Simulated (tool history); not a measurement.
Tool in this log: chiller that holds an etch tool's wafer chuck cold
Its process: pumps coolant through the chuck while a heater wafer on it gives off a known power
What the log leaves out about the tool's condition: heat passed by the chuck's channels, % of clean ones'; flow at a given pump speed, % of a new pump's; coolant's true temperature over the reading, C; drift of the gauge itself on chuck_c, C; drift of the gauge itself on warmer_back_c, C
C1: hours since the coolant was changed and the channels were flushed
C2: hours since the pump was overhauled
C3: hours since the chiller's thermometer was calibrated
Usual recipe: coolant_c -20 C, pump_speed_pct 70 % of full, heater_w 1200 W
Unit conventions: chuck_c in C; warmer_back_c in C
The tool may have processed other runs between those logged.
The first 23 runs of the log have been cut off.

run 24 hour=1129.4 | coolant_c=-12 pump_speed_pct=95 heater_w=1060 | C1=599 C2=3707 C3=719 | chuck_c=-4.7 warmer_back_c=4.00
run 25 hour=1176.9 | coolant_c=-16 pump_speed_pct=93 heater_w=799 | C1=646 C2=3755 C3=767 | chuck_c=-10.5 warmer_back_c=3.07
run 26 hour=1226.0 | coolant_c=-16 pump_speed_pct=93 heater_w=799 | C1=695 C2=3804 C3=816 | chuck_c=-10.4 warmer_back_c=3.09
run 27 hour=1275.2 | coolant_c=-16 pump_speed_pct=90 heater_w=1463 | C1=745 C2=3853 C3=865 | chuck_c=-5.5 warmer_back_c=5.91
run 28 hour=1303.9 | coolant_c=-16 pump_speed_pct=90 heater_w=1463 | C1=773 C2=3882 C3=894 | chuck_c=-5.3 warmer_back_c=5.85
run 29 hour=1356.7 | coolant_c=-16 pump_speed_pct=90 heater_w=1441 | C1=826 C2=3935 C3=947 | chuck_c=-5.5 warmer_back_c=5.80
run 30 hour=1423.3 | coolant_c=-23 pump_speed_pct=67 heater_w=745 | C1=893 C2=4001 C3=1013 | chuck_c=-15.6 warmer_back_c=4.20
run 31 hour=1470.0 | coolant_c=-20 pump_speed_pct=70 heater_w=1793 | C1=939 C2=4048 C3=1060 | chuck_c=-3.0 warmer_back_c=9.60

Alternative continuations, all from the tool just after run 31; predict every row:
run A hour=1530.7 | coolant_c=-20 pump_speed_pct=95 heater_w=1046 | C1=1000 C2=4109 C3=1121 | chuck_c=? warmer_back_c=?
run B hour=1530.7 | coolant_c=-17 pump_speed_pct=70 heater_w=1793 | C1=1000 C2=4109 C3=1121 | chuck_c=? warmer_back_c=?
run C hour=1530.7 | coolant_c=-21 pump_speed_pct=70 heater_w=650 | C1=1000 C2=4109 C3=1121 | chuck_c=? warmer_back_c=?

run=A chuck_c=-12.8 warmer_back_c=3.95
run=B chuck_c=-0.1 warmer_back_c=9.59
run=C chuck_c=-14.9 warmer_back_c=3.51
Stripped of hidden state, with their random variation kept, the same runs would have yielded:
run=A chuck_c=-12.8 warmer_back_c=3.94
run=B chuck_c=-0.1 warmer_back_c=9.59
run=C chuck_c=-14.9 warmer_back_c=3.51
